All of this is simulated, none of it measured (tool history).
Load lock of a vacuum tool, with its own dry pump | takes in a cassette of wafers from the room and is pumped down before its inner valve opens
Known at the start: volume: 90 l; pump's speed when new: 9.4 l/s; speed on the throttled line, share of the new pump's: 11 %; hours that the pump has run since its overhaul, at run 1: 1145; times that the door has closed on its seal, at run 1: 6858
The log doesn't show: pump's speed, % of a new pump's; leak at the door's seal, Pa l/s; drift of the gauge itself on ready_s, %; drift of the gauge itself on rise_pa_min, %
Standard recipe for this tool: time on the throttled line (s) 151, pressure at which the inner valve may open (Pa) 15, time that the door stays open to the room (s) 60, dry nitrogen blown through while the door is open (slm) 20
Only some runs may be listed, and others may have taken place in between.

run,day,time on the throttled line (s),pressure at which the inner valve may open (Pa),time that the door stays open to the room (s),dry nitrogen blown through while the door is open (slm),hours that the pump has run since its overhaul,times that the door has closed on its seal,"incoming humidity of the room's air, %",time from the closed door until the inner valve may open (s),rise of the pressure with all valves shut (Pa/min)
1,0,151,15,60,20,1145,6858,43.9,219.6,0.031
2,7.571,151,15,60,20,1327,7749,44.7,219.7,0.039
3,15.004,151,15,60,17,1505,8623,41.5,219.3,0.037
4,20.279,151,15,60,40,1632,9244,42.2,221,0.034
5,29.092,151,15,60,20,1843,10280,47.3,219.6,0.042
6,35.567,151,15,60,20,1999,11042,45.2,220.8,0.042
7,43.425,151,15,60,20,2187,11966,46.8,221.7,0.041
8,51.075,151,15,60,20,2371,12866,49.9,220.8,0.039
9,59.425,151,15,60,20,2571,13848,43.7,220.8,0.051
10,66.412,151,15,60,20,2739,14670,41.3,221,0.045
11,70.875,151,15,60,20,2846,15195,42.6,220.9,0.045
12,78.504,151,15,60,20,3029,16093,50.8,222,0.053
13,87.45,151,15,60,20,3244,17145,44.8,221.2,0.049
14,94.288,151,15,60,20,3408,17949,46,221.2,0.054
15,99.079,151,15,60,20,3523,18512,47.6,222.3,0.057
16,108.1,151,15,60,20,3739,19574,46.2,221.7,0.057
17,112.696,151,25,60,20,3850,20114,45.9,216.9,0.059
18,120.992,151,25,60,20,4049,21090,47.9,216.8,0.061
19,125.442,151,25,60,20,4155,21613,41.5,216.4,0.056
20,134.767,134,15,34,20,4379,22710,43.4,207.9,0.051
21,140.838,134,15,34,20,4525,23425,44.8,208.3,0.055
22,146.688,187,17,34,20,4665,24113,42.4,254.4,0.05
23,155.55,192,15,60,15,4878,25155,44.5,258.2,0.069
24,160.346,257,10,60,20,4993,25719,45.3,321.5,0.063
25,166.192,257,10,60,20,5133,26406,45.4,321.7,0.068
26,170.992,133,10,40,20,5249,26971,44.6,214,0.059
27,176.529,148,30,60,20,5382,27622,44.2,215.2,0.067
28,183.221,191,30,60,11,5542,28410,39.6,251.7,0.075
29,191.412,151,22,31,20,5739,29373,48.1,220.2,0.063
30,198.9,151,22,60,10,5919,30254,44.4,219.9,0.08
31,206.738,76,15,60,22,6107,31176,49,158.7,0.081
32,211.088,215,11,181,6,6211,31688,43.2,283.3,0.12
33,219.267,215,11,181,6,6407,32650,48.8,283.7,0.133
34,228.425,92,15,60,4,6627,33727,42.4,173.4,0.095
35,236.383,151,14,60,33,6818,34663,44.9,226.3,0.077
36,241.783,107,14,60,33,6948,35298,45.5,188.6,0.079

How would selected steps in time from the closed door until the inner valve may open (s) from run to run divide? Give the signed amount a tool lacking its hidden state would still show from settings, what came in and random variation, and the signed amount left for the hidden state, including any gauge scatter that is not in both of the compared results.
Run 25 -> 26: time on the throttled line (s) 257 -> 133, time that the door stays open to the room (s) 60 -> 40. time from the closed door until the inner valve may open (s) -107.7: hidden state +1.3, all else -109.
Run 30 -> 31: time on the throttled line (s) 151 -> 76, pressure at which the inner valve may open (Pa) 22 -> 15, dry nitrogen blown through while the door is open (slm) 10 -> 22. time from the closed door until the inner valve may open (s) -61.2: hidden state +1.2, all else -62.4.
Run 31 -> 32: time on the throttled line (s) 76 -> 215, pressure at which the inner valve may open (Pa) 15 -> 11, time that the door stays open to the room (s) 60 -> 181, dry nitrogen blown through while the door is open (slm) 22 -> 6. time from the closed door until the inner valve may open (s) +124.6: hidden state -1, all else +125.6.
Run 33 -> 34: time on the throttled line (s) 215 -> 92, pressure at which the inner valve may open (Pa) 11 -> 15, time that the door stays open to the room (s) 181 -> 60, dry nitrogen blown through while the door is open (slm) 6 -> 4. time from the closed door until the inner valve may open (s) -110.3: hidden state +1.2, all else -111.5.

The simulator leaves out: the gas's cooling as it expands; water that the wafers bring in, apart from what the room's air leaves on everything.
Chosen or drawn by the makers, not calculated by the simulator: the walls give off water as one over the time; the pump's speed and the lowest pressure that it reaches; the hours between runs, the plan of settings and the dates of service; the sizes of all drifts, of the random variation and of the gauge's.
